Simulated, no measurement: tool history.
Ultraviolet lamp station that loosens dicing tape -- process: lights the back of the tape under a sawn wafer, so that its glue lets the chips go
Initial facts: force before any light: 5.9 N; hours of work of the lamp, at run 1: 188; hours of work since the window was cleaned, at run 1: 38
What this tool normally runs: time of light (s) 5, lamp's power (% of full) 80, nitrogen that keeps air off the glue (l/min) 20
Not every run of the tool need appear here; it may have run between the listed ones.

run,hour,time of light (s),lamp's power (% of full),nitrogen that keeps air off the glue (l/min),hours of work of the lamp,hours of work since the window was cleaned,force that peels the tape off (N),light that reached the tape (mJ/cm2)
1,0,5,80,20,188,38,0.189,259
2,12.5,5,80,20,194,44,0.19,255
3,27.4,5,80,20,201,51,0.19,258
4,43.1,5,80,20,209,59,0.197,254
5,59.2,5,80,20,217,67,0.2,258
6,70.8,5,80,9,223,73,0.402,258
7,79,5,80,29,227,77,0.152,254
8,87,5,74,29,231,82,0.18,235
9,105.7,5,74,29,241,91,0.175,232
10,118.4,5,75,20,247,97,0.233,239
11,132.6,5,80,20,254,105,0.206,255
12,142,5,80,20,259,109,0.209,253
13,150.3,5,80,20,263,113,0.202,252
14,162.9,5,87,20,270,120,0.176,275
15,172.2,5,80,20,274,125,0.221,251
16,186.9,5,80,20,282,132,0.201,249
17,205.2,5,80,20,291,141,0.203,248
# hour 207.3: window cleaned of glue's vapour
18,219.3,3,80,20,298,6,0.652,149
19,235.7,3,80,20,306,14,0.652,147
20,252.9,3,80,20,315,23,0.664,145
21,261.3,3,96,20,319,27,0.465,175
22,276.2,3,96,20,327,35,0.463,174
23,285.2,4,96,13,331,39,0.343,234
# hour 286.8: window cleaned of glue's vapour, once more
24,297.3,4,96,13,337,5,0.313,245
25,306.4,5,69,20,342,10,0.269,220
26,321,6,80,19,349,17,0.155,304
27,329.5,3,77,19,353,22,0.706,147
28,339.4,2,70,6,358,27,2.503,87
29,349.9,2,99,21,364,32,0.844,125
30,369.1,5,64,17,373,42,0.399,198
31,385.6,5,64,17,382,50,0.392,199
32,404.2,5,88,14,391,59,0.238,274
33,419.6,4,80,14,399,67,0.457,194
34,432.6,6,67,14,405,74,0.283,248
35,448,6,67,14,413,81,0.295,246
36,456.1,6,95,14,417,85,0.141,356
37,471.1,6,95,14,425,93,0.141,346
38,487.2,6,69,14,433,101,0.265,248
39,498.3,6,69,14,438,107,0.283,250
40,515,6,69,14,447,115,0.282,253
41,532.1,4,80,20,455,124,0.353,197
42,541.8,4,80,20,460,129,0.373,193
43,560.8,2,79,31,470,138,1.065,94

Forecast each of these 3 alternatives for the next run:
A,572.4,7,80,20,476,144,?,?
B,572.4,5,80,38,476,144,?,?
C,572.4,2,100,18,476,144,?,?

run,force that peels the tape off (N),light that reached the tape (mJ/cm2)
A,0.127,335
B,0.15,237
C,1.008,124
Without the tool's hidden state the same runs would have given:
run,force that peels the tape off (N),light that reached the tape (mJ/cm2)
A,0.113,384
B,0.126,272
C,0.794,141
